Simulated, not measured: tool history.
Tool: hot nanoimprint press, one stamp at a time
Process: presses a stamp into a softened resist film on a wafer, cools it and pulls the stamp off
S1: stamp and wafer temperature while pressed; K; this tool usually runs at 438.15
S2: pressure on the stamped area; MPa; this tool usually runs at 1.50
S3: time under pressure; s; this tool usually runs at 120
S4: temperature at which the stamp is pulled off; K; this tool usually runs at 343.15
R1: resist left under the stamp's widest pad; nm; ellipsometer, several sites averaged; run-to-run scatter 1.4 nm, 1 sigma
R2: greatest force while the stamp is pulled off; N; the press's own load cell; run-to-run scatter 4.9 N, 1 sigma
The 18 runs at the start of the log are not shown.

run,day,S1,S2,S3,S4,R1,R2
19,43.925,431.15,1.55,113,346.15,448.4,232
20,46.604,436.15,1.40,235,343.15,306.6,247
21,49.179,444.15,1.40,235,339.15,231.1,256
22,51.921,444.15,1.40,235,339.15,231.7,260
23,53.596,438.15,1.14,90,342.15,436.6,240
24,55.229,435.15,1.14,182,343.15,382.2,247
25,56.679,435.15,1.14,182,343.15,382.2,245
26,59.854,435.15,1.73,182,351.15,321.2,202
# day 60.771: stamp cleaned and given a new release coat
27,63.250,438.15,2.28,136,345.15,278.3,234
28,66.442,445.15,1.50,120,338.15,283.0,263
29,68.212,429.15,1.45,158,343.15,439.5,237
30,70.288,432.15,1.57,83,338.15,470.0,259

Forecast each of these 4 alternatives for the next run:
A,73.250,432.15,1.78,126,338.15,?,?
B,73.250,432.15,1.70,128,350.15,?,?
C,73.250,432.15,1.37,83,347.15,?,?
D,73.250,445.15,1.62,163,343.15,?,?

run,R1,R2
A,396.5,257
B,402.7,207
C,491.6,224
D,238.8,241
Take away the tool's hidden state, keep each run's random variation, and the runs would have read:
run,R1,R2
A,396.1,256
B,402.3,206
C,491.3,223
D,238.5,241
